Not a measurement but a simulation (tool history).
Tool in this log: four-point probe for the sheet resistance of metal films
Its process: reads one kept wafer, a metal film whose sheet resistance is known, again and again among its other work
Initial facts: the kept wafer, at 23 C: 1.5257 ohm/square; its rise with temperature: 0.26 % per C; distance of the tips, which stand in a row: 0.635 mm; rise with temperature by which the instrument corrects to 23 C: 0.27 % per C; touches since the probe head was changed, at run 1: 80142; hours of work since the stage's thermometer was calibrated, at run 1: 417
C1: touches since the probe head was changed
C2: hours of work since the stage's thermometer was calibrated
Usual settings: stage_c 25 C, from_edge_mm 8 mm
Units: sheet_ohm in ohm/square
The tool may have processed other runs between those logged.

Run 1, hour 0.0: usual settings; C1 80142; C2 417. Result: sheet_ohm 1.531665 ohm/square.
Run 2, hour 31.5: usual settings; C1 81423; C2 431. Result: sheet_ohm 1.531364 ohm/square.
Run 3, hour 70.0: usual settings; C1 82991; C2 449. Result: sheet_ohm 1.531518 ohm/square.
Run 4, hour 112.1: usual settings; C1 84704; C2 468. Result: sheet_ohm 1.531768 ohm/square.
Run 5, hour 151.6: usual settings but from_edge_mm 29 mm; C1 86310; C2 486. Result: sheet_ohm 1.526933 ohm/square.
Run 6, hour 186.1: usual settings but stage_c 35 C; C1 87713; C2 502. Result: sheet_ohm 1.531648 ohm/square.
Run 7, hour 228.8: usual settings but stage_c 35 C; C1 89446; C2 522. Result: sheet_ohm 1.531514 ohm/square.
Run 8, hour 250.0: usual settings; C1 90311; C2 532. Result: sheet_ohm 1.531974 ohm/square.
Run 9, hour 268.9: usual settings; C1 91078; C2 540. Result: sheet_ohm 1.532011 ohm/square.
Run 10, hour 291.8: usual settings but from_edge_mm 27 mm; C1 92010; C2 551. Result: sheet_ohm 1.527788 ohm/square.
Run 11, hour 330.7: usual settings but from_edge_mm 27 mm; C1 93592; C2 569. Result: sheet_ohm 1.527927 ohm/square.
Run 12, hour 363.4: usual settings but stage_c 24 C; C1 94921; C2 583. Result: sheet_ohm 1.532361 ohm/square.
Run 13, hour 403.9: usual settings but stage_c 24 C; C1 96569; C2 602. Result: sheet_ohm 1.532739 ohm/square.
Run 14, hour 423.6: usual settings but stage_c 24 C; C1 97372; C2 611. Result: sheet_ohm 1.532750 ohm/square.
At hour 427.6: stage's thermometer calibrated.
Run 15, hour 449.7: usual settings; C1 98410; C2 10. Result: sheet_ohm 1.532133 ohm/square.
Run 16, hour 487.9: usual settings but stage_c 33 C; C1 99967; C2 28. Result: sheet_ohm 1.532441 ohm/square.
At hour 494.9: stage's thermometer calibrated, once more.
Run 17, hour 525.6: usual settings but stage_c 34 C; C1 101478; C2 14. Result: sheet_ohm 1.533358 ohm/square.
Run 18, hour 560.1: usual settings but stage_c 23 C, from_edge_mm 23 mm; C1 102882; C2 30. Result: sheet_ohm 1.529480 ohm/square.
Run 19, hour 587.2: usual settings but stage_c 33 C, from_edge_mm 23 mm; C1 103982; C2 42. Result: sheet_ohm 1.529104 ohm/square.
Run 20, hour 626.3: usual settings but from_edge_mm 23 mm; C1 105572; C2 60. Result: sheet_ohm 1.529740 ohm/square.
Run 21, hour 654.0: usual settings but stage_c 21 C, from_edge_mm 17 mm; C1 106701; C2 73. Result: sheet_ohm 1.530550 ohm/square.
Run 22, hour 676.3: usual settings but stage_c 29 C, from_edge_mm 68 mm; C1 107608; C2 83. Result: sheet_ohm 1.529297 ohm/square.
Run 23, hour 719.4: usual settings but stage_c 33 C, from_edge_mm 3 mm; C1 109359; C2 103. Result: sheet_ohm 1.564771 ohm/square.
Run 24, hour 750.5: usual settings but stage_c 32 C, from_edge_mm 10 mm; C1 110624; C2 117. Result: sheet_ohm 1.532647 ohm/square.
Run 25, hour 770.5: usual settings but stage_c 32 C, from_edge_mm 10 mm; C1 111438; C2 126. Result: sheet_ohm 1.532215 ohm/square.
Run 26, hour 806.5: usual settings but stage_c 31 C, from_edge_mm 15 mm; C1 112901; C2 143. Result: sheet_ohm 1.530674 ohm/square.
Run 27, hour 835.1: usual settings but stage_c 31 C, from_edge_mm 15 mm; C1 114065; C2 156. Result: sheet_ohm 1.530405 ohm/square.
Run 28, hour 854.8: usual settings but stage_c 21 C, from_edge_mm 15 mm; C1 114868; C2 165. Result: sheet_ohm 1.531522 ohm/square.
Run 29, hour 887.0: usual settings but stage_c 19 C; C1 116176; C2 180. Result: sheet_ohm 1.535563 ohm/square.
Run 30, hour 929.9: usual settings but from_edge_mm 62 mm; C1 117922; C2 199. Result: sheet_ohm 1.530295 ohm/square.
Run 31, hour 971.4: usual settings but stage_c 31 C, from_edge_mm 4 mm; C1 119612; C2 218. Result: sheet_ohm 1.550189 ohm/square.
Run 32, hour 1003.3: usual settings but stage_c 31 C, from_edge_mm 4 mm; C1 120906; C2 233. Result: sheet_ohm 1.550314 ohm/square.

What if the next run were any one of these 5? Each begins from the tool's condition after run 32:
Run A, hour 1032.2: usual settings but stage_c 32 C, from_edge_mm 3 mm; C1 122084; C2 246. Result: sheet_ohm ?.
Run B, hour 1032.2: usual settings but stage_c 18 C, from_edge_mm 71 mm; C1 122084; C2 246. Result: sheet_ohm ?.
Run C, hour 1032.2: usual settings but stage_c 20 C, from_edge_mm 51 mm; C1 122084; C2 246. Result: sheet_ohm ?.
Run D, hour 1032.2: usual settings but stage_c 33 C, from_edge_mm 22 mm; C1 122084; C2 246. Result: sheet_ohm ?.
Run E, hour 1032.2: usual settings but stage_c 34 C, from_edge_mm 18 mm; C1 122084; C2 246. Result: sheet_ohm ?.

run  sheet_ohm
  A   1.566096
  B   1.530888
  C   1.531232
  D   1.530366
  E   1.531430
With the hidden condition removed and each run's random variation left untouched, the same runs would have given:
run  sheet_ohm
  A   1.561103
  B   1.526003
  C   1.526345
  D   1.525477
  E   1.526538
